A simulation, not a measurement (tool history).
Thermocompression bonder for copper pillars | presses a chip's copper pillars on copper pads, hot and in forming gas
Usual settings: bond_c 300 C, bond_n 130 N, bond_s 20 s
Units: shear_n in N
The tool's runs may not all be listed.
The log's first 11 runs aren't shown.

run     day  bond_c  bond_n  bond_s  shear_n
     17.058  -- force cell calibrated
 12  17.838     300     153      20     94.2
     18.450  -- heater calibrated with a thermocouple chip
 13  18.958     300     130      28     96.0
 14  20.808     300     130      28     94.8
 15  21.908     300     130      28     93.0
 16  23.483     300     130      30     96.2
 17  25.071     300     130      10     65.7
     25.662  -- heater calibrated with a thermocouple chip, once more
 18  26.379     300     130      10     60.9
 19  28.317     300     130      10     59.8
 20  29.596     316     130      52    109.3
     30.608  -- forming gas filter changed
 21  31.404     316     130      52    120.9
 22  32.612     322      90      52     98.5
 23  34.421     300     186      20    104.7
 24  36.467     300     186      20    105.4
 25  37.825     300     186      20    104.3
 26  39.200     300     186      20    101.9
 27  41.096     275      95      20     47.2
 28  43.138     278     187      38    103.0
 29  45.425     278     187      38    102.8
 30  47.521     300     131      14     70.2
 31  48.958     312      99      18     64.4
     50.592  -- forming gas filter changed
 32  50.683     298      94      59     91.8
 33  52.358     303      94      59     93.0
 34  53.446     311     153      11     82.2
 35  55.238     311     153      14     88.7

Run 36 comes next. What will it give?
 36  57.379     327     130      33        ?

shear_n: 109.5 N
Without the tool's hidden state the same run would have given shear_n 112.7 N.

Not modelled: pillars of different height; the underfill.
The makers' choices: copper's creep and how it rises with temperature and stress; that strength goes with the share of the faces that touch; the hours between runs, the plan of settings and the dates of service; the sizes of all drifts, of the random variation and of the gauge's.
